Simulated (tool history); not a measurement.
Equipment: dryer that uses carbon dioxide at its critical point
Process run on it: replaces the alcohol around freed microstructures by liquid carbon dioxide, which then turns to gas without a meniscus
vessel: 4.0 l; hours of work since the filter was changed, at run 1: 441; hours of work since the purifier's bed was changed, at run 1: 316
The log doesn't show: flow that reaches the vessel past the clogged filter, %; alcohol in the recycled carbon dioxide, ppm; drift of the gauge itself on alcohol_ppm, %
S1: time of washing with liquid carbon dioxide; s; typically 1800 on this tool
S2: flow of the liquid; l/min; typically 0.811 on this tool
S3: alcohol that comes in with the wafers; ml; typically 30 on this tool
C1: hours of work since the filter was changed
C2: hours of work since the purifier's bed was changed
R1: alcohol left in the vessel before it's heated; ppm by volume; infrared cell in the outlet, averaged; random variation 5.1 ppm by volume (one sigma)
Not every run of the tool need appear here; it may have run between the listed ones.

Run 1, hour 0.0: usual settings; C1 441; C2 316. Result: R1 104 ppm by volume.
At hour 12.2: inlet filter changed.
Run 2, hour 27.3: usual settings; C1 12; C2 337. Result: R1 77 ppm by volume.
Run 3, hour 53.4: usual settings; C1 33; C2 358. Result: R1 73 ppm by volume.
Run 4, hour 70.5: usual settings; C1 47; C2 371. Result: R1 66 ppm by volume.
Run 5, hour 97.8: usual settings but S2 0.670 l/min; C1 68; C2 393. Result: R1 150 ppm by volume.
Run 6, hour 111.2: usual settings but S2 0.722 l/min; C1 79; C2 404. Result: R1 122 ppm by volume.
Run 7, hour 129.8: usual settings but S2 0.722 l/min; C1 94; C2 419. Result: R1 114 ppm by volume.
Run 8, hour 149.1: usual settings; C1 109; C2 434. Result: R1 82 ppm by volume.
Run 9, hour 162.0: usual settings; C1 120; C2 445. Result: R1 81 ppm by volume.
Run 10, hour 176.9: usual settings but S1 1500 s; C1 132; C2 456. Result: R1 148 ppm by volume.
Run 11, hour 191.0: usual settings; C1 143; C2 468. Result: R1 78 ppm by volume.
Run 12, hour 212.7: usual settings but S2 0.521 l/min; C1 160; C2 485. Result: R1 385 ppm by volume.
Run 13, hour 229.2: usual settings but S2 0.521 l/min; C1 173; C2 498. Result: R1 378 ppm by volume.
Run 14, hour 243.2: usual settings but S2 0.521 l/min; C1 185; C2 509. Result: R1 385 ppm by volume.
Run 15, hour 259.7: usual settings but S1 2700 s, S2 0.521 l/min; C1 198; C2 523. Result: R1 108 ppm by volume.
Run 16, hour 285.8: usual settings but S1 2700 s, S2 0.521 l/min; C1 219; C2 544. Result: R1 107 ppm by volume.
Run 17, hour 314.2: usual settings but S1 2700 s, S2 0.521 l/min; C1 241; C2 566. Result: R1 120 ppm by volume.
Run 18, hour 330.6: usual settings but S1 2700 s, S2 1.068 l/min; C1 255; C2 579. Result: R1 26 ppm by volume.
Run 19, hour 351.3: usual settings but S1 2700 s, S2 1.068 l/min; C1 271; C2 596. Result: R1 30 ppm by volume.
Run 20, hour 372.7: usual settings but S2 0.664 l/min; C1 288; C2 613. Result: R1 196 ppm by volume.
Run 21, hour 397.9: usual settings but S2 0.664 l/min; C1 308; C2 633. Result: R1 199 ppm by volume.
Run 22, hour 420.6: usual settings but S2 0.664 l/min; C1 326; C2 651. Result: R1 209 ppm by volume.
Run 23, hour 437.0: usual settings but S2 0.664 l/min; C1 340; C2 664. Result: R1 197 ppm by volume.
Run 24, hour 457.2: usual settings but S1 1080 s, S2 0.664 l/min, S3 41 ml; C1 356; C2 681. Result: R1 1122 ppm by volume.
Run 25, hour 474.1: usual settings but S1 2100 s, S2 0.664 l/min, S3 110 ml; C1 369; C2 694. Result: R1 388 ppm by volume.
Run 26, hour 497.6: usual settings but S1 1740 s, S2 0.650 l/min, S3 49 ml; C1 388; C2 713. Result: R1 388 ppm by volume.
Run 27, hour 525.3: usual settings but S1 2340 s, S2 0.869 l/min, S3 67 ml; C1 410; C2 735. Result: R1 65 ppm by volume.
Run 28, hour 543.7: usual settings but S1 2400 s, S2 0.979 l/min, S3 93 ml; C1 425; C2 750. Result: R1 45 ppm by volume.
Run 29, hour 570.4: usual settings but S1 2400 s, S2 0.979 l/min, S3 93 ml; C1 446; C2 771. Result: R1 57 ppm by volume.
At hour 575.5: inlet filter changed.
Run 30, hour 588.3: usual settings but S1 2400 s, S2 0.979 l/min, S3 93 ml; C1 10; C2 785. Result: R1 55 ppm by volume.
Run 31, hour 603.3: usual settings but S1 2400 s, S2 0.979 l/min, S3 93 ml; C1 22; C2 797. Result: R1 39 ppm by volume.
Run 32, hour 622.3: usual settings but S2 1.279 l/min, S3 78 ml; C1 37; C2 812. Result: R1 39 ppm by volume.
Run 33, hour 643.9: usual settings but S2 1.053 l/min, S3 31 ml; C1 55; C2 829. Result: R1 45 ppm by volume.
Run 34, hour 669.4: usual settings but S1 1560 s, S2 1.067 l/min, S3 56 ml; C1 75; C2 849. Result: R1 83 ppm by volume.
Run 35, hour 689.4: usual settings but S2 0.716 l/min, S3 86 ml; C1 91; C2 865. Result: R1 321 ppm by volume.
Run 36, hour 708.7: usual settings but S2 0.716 l/min, S3 86 ml; C1 106; C2 881. Result: R1 312 ppm by volume.
Run 37, hour 729.7: usual settings but S2 0.716 l/min, S3 86 ml; C1 123; C2 898. Result: R1 320 ppm by volume.
Run 38, hour 751.2: usual settings but S2 0.716 l/min, S3 86 ml; C1 140; C2 915. Result: R1 336 ppm by volume.
Run 39, hour 763.6: usual settings but S2 1.092 l/min, S3 33 ml; C1 150; C2 925. Result: R1 54 ppm by volume.
Run 40, hour 777.0: usual settings but S1 2220 s, S3 35 ml; C1 161; C2 935. Result: R1 69 ppm by volume.
Run 41, hour 804.7: usual settings but S1 2160 s, S3 35 ml; C1 183; C2 958. Result: R1 67 ppm by volume.
Run 42, hour 826.7: usual settings but S1 1920 s, S3 22 ml; C1 201; C2 975. Result: R1 74 ppm by volume.
Run 43, hour 849.5: usual settings but S1 1560 s, S3 22 ml; C1 219; C2 993. Result: R1 136 ppm by volume.
Run 44, hour 875.1: usual settings but S1 1560 s, S3 22 ml; C1 240; C2 1014. Result: R1 134 ppm by volume.
At hour 884.9: purifier's bed changed.
Run 45, hour 894.5: usual settings but S1 1560 s, S2 0.951 l/min, S3 21 ml; C1 253; C2 8. Result: R1 49 ppm by volume.
Run 46, hour 912.4: usual settings but S1 1560 s, S2 0.951 l/min, S3 21 ml; C1 267; C2 22. Result: R1 46 ppm by volume.

Measured minus without-hidden-state, run by run (identical run-to-run variation in each term; gauge scatter may differ):
run    R1
  1   +49
  2   +17
  3   +19
  4   +21
  5   +29
  6   +27
  7   +29
  8   +27
  9   +28
 10   +39
 11   +30
 12   +67
 13   +69
 14   +74
 15   +41
 16   +43
 17   +46
 18   +25
 19   +26
 20   +68
 21   +72
 22   +78
 23   +76
 24  +244
 25  +158
 26  +139
 27   +45
 28   +39
 29   +43
 30   +33
 31   +34
 32   +35
 33   +36
 34   +41
 35   +65
 36   +69
 37   +75
 38   +81
 39   +41
 40   +44
 41   +47
 42   +48
 43   +60
 44   +60
 45   +12
 46   +13
